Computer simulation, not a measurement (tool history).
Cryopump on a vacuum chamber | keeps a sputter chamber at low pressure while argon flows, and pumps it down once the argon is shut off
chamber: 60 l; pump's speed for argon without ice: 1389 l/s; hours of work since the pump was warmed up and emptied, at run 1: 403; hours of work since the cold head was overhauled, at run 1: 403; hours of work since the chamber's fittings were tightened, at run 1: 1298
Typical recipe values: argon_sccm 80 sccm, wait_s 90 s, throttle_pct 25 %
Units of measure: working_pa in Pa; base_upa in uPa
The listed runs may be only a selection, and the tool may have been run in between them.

| run | day | argon_sccm | wait_s | throttle_pct | hours of work since the pump was warmed up and emptied | hours of work since the cold head was overhauled | hours of work since the chamber's fittings were tightened | working_pa | base_upa |
|---|---|---|---|---|---|---|---|---|---|
| 1 | 0.000 | 80 | 90 | 25 | 403 | 403 | 1298 | 0.4004 | 2.42 |
| 2 | 0.771 | 80 | 90 | 25 | 416 | 416 | 1312 | 0.3988 | 2.37 |
| 3 | 1.658 | 80 | 90 | 25 | 432 | 432 | 1327 | 0.4010 | 2.47 |
| 4 | 2.396 | 80 | 90 | 25 | 444 | 444 | 1340 | 0.4012 | 2.52 |
| 5 | 3.046 | 98 | 90 | 25 | 456 | 456 | 1351 | 0.4932 | 2.52 |
| 6 | 3.500 | 98 | 90 | 25 | 464 | 464 | 1359 | 0.4899 | 2.49 |
| 7 | 4.088 | 98 | 90 | 25 | 474 | 474 | 1369 | 0.4952 | 2.50 |
| 8 | 4.788 | 98 | 90 | 25 | 486 | 486 | 1381 | 0.4896 | 2.61 |
| 9 | 5.196 | 98 | 90 | 25 | 493 | 493 | 1388 | 0.4936 | 2.57 |
| 10 | 5.792 | 98 | 90 | 25 | 503 | 503 | 1399 | 0.4944 | 2.53 |
| 11 | 6.167 | 98 | 90 | 25 | 510 | 510 | 1405 | 0.4915 | 2.56 |
| 12 | 7.021 | 98 | 90 | 25 | 525 | 525 | 1420 | 0.4935 | 2.58 |
| 13 | 7.892 | 80 | 90 | 25 | 540 | 540 | 1435 | 0.4061 | 2.64 |
| 14 | 8.433 | 80 | 90 | 25 | 549 | 549 | 1444 | 0.4047 | 2.61 |
| 15 | 9.033 | 80 | 90 | 25 | 559 | 559 | 1455 | 0.4054 | 2.60 |
| 16 | 9.421 | 80 | 90 | 25 | 566 | 566 | 1462 | 0.4001 | 2.68 |
| 17 | 10.142 | 80 | 90 | 25 | 579 | 579 | 1474 | 0.4065 | 2.65 |
| 18 | 10.679 | 116 | 30 | 35 | 588 | 588 | 1483 | 0.4267 | 4.11 |

Predict the results of run 19:
| 19 | 11.554 | 116 | 30 | 35 | 603 | 603 | 1498 | ? | ? |

Run 19 yielded working_pa 0.4294 Pa, base_upa 4.27 uPa.
With the hidden condition absent and the run-to-run variation left alone, this run would have shown working_pa 0.4055 Pa, base_upa 2.53 uPa.

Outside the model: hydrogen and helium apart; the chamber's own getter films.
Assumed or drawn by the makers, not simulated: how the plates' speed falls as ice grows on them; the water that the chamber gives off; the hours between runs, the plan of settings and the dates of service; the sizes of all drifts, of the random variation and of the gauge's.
